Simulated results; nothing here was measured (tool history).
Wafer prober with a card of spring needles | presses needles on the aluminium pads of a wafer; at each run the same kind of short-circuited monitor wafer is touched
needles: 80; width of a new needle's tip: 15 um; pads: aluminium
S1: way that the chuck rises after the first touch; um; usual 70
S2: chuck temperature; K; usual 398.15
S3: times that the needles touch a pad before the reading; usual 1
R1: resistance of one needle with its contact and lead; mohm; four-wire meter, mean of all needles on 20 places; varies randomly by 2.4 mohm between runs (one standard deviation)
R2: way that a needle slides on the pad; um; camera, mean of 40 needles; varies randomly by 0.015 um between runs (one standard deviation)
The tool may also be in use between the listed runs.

Run 1, hour 0: usual settings. Result: R1 286 mohm, R2 9.46 um.
At hour 13.2: tips cleaned on abrasive film.
Run 2, hour 20.6: usual settings but S2 343.15 K. Result: R1 306 mohm, R2 9.51 um.
At hour 27.3: tips cleaned on abrasive film.
Run 3, hour 33.4: usual settings but S3 2. Result: R1 300 mohm, R2 9.48 um.
At hour 40.6: tips cleaned on abrasive film.
At hour 40.9: height of the first contact set anew.
Run 4, hour 49.9: usual settings but S3 2. Result: R1 303 mohm, R2 9.57 um.
At hour 54.8: tips cleaned on abrasive film.
At hour 68.6: tips cleaned on abrasive film.
Run 5, hour 69.2: usual settings but S3 2. Result: R1 289 mohm, R2 9.55 um.
At hour 82: tips cleaned on abrasive film.
Run 6, hour 91.8: usual settings. Result: R1 316 mohm, R2 9.53 um.
At hour 95.6: tips cleaned on abrasive film.
Run 7, hour 106.5: usual settings but S1 66 um. Result: R1 318 mohm, R2 8.98 um.
At hour 110.1: tips cleaned on abrasive film.
At hour 125.1: tips cleaned on abrasive film.
Run 8, hour 125.5: usual settings but S1 66 um. Result: R1 292 mohm, R2 8.98 um.
At hour 139.1: tips cleaned on abrasive film.
Run 9, hour 147.8: usual settings but S1 66 um. Result: R1 324 mohm, R2 8.96 um.
At hour 153.3: tips cleaned on abrasive film.
Run 10, hour 163.5: usual settings but S2 330.15 K. Result: R1 308 mohm, R2 9.49 um.
At hour 167.8: tips cleaned on abrasive film.
At hour 181.1: tips cleaned on abrasive film.
Run 11, hour 181.1: usual settings. Result: R1 280 mohm, R2 9.45 um.
At hour 191.8: height of the first contact set anew.
At hour 195.4: tips cleaned on abrasive film.
Run 12, hour 200.2: usual settings but S2 360.15 K. Result: R1 307 mohm, R2 9.55 um.
At hour 210.3: tips cleaned on abrasive film.
Run 13, hour 216.3: usual settings but S2 360.15 K. Result: R1 310 mohm, R2 9.54 um.
At hour 224.8: tips cleaned on abrasive film.
Run 14, hour 231.4: usual settings but S2 360.15 K. Result: R1 311 mohm, R2 9.54 um.
At hour 238.8: tips cleaned on abrasive film.
Run 15, hour 250.6: usual settings but S1 64 um, S2 396.15 K, S3 2. Result: R1 307 mohm, R2 8.7 um.
At hour 252.6: tips cleaned on abrasive film.
Run 16, hour 260: usual settings but S1 64 um, S2 396.15 K, S3 2. Result: R1 311 mohm, R2 8.69 um.
At hour 267.3: tips cleaned on abrasive film.
Run 17, hour 274.4: usual settings but S1 64 um, S2 396.15 K, S3 2. Result: R1 308 mohm, R2 8.66 um.
At hour 282.1: tips cleaned on abrasive film.
Run 18, hour 291.7: usual settings but S1 77 um, S2 300.15 K. Result: R1 291 mohm, R2 10.44 um.
At hour 295.9: tips cleaned on abrasive film.
Run 19, hour 302.4: usual settings but S2 340.15 K, S3 2. Result: R1 288 mohm, R2 9.49 um.
At hour 310.1: tips cleaned on abrasive film.
Run 20, hour 314.6: usual settings but S2 340.15 K, S3 2. Result: R1 288 mohm, R2 9.49 um.
At hour 323.8: tips cleaned on abrasive film.
Run 21, hour 332.9: usual settings but S2 388.15 K, S3 3. Result: R1 290 mohm, R2 9.45 um.
At hour 337.6: tips cleaned on abrasive film.
At hour 343.2: height of the first contact set anew.
Run 22, hour 349.3: usual settings but S2 388.15 K, S3 3. Result: R1 289 mohm, R2 9.54 um.
At hour 353: tips cleaned on abrasive film.
Run 23, hour 363.3: usual settings but S1 63 um, S2 314.15 K, S3 3. Result: R1 277 mohm, R2 8.61 um.
At hour 366.5: tips cleaned on abrasive film.
Run 24, hour 374.4: usual settings but S1 63 um, S2 314.15 K, S3 3. Result: R1 277 mohm, R2 8.59 um.
At hour 380.3: tips cleaned on abrasive film.
At hour 394.5: tips cleaned on abrasive film.
Run 25, hour 394.5: usual settings but S1 88 um, S2 328.15 K, S3 3. Result: R1 260 mohm, R2 12 um.
At hour 408.8: tips cleaned on abrasive film.
Run 26, hour 417.1: usual settings but S1 60 um, S2 305.15 K, S3 3. Result: R1 279 mohm, R2 8.17 um.
At hour 422.8: tips cleaned on abrasive film.
Run 27, hour 433.4: usual settings but S1 60 um, S2 305.15 K, S3 3. Result: R1 276 mohm, R2 8.12 um.
At hour 437.2: tips cleaned on abrasive film.
Run 28, hour 445.1: usual settings but S1 60 um, S2 305.15 K, S3 3. Result: R1 276 mohm, R2 8.13 um.

Predict each of these 4 candidate next runs independently; none follows another, all start after run 28:
At hour 451.2: tips cleaned on abrasive film.
At hour 465.5: tips cleaned on abrasive film.
Run A, hour 466.1: usual settings but S1 74 um. Result: R1 ?, R2 ?.
At hour 451.2: tips cleaned on abrasive film.
At hour 465.5: tips cleaned on abrasive film.
Run B, hour 466.1: usual settings but S1 76 um, S2 310.15 K. Result: R1 ?, R2 ?.
At hour 451.2: tips cleaned on abrasive film.
At hour 465.5: tips cleaned on abrasive film.
Run C, hour 466.1: usual settings but S1 61 um, S2 327.15 K. Result: R1 ?, R2 ?.
At hour 451.2: tips cleaned on abrasive film.
At hour 465.5: tips cleaned on abrasive film.
Run D, hour 466.1: usual settings but S2 319.15 K, S3 2. Result: R1 ?, R2 ?.

run   R1     R2
  A  294  10.04
  B  266  10.29
  C  284   8.25
  D  266   9.46
Had the tool no hidden state, the same runs would have come out as:
run   R1     R2
  A  281  10.12
  B  252  10.37
  C  264   8.33
  D  256   9.55
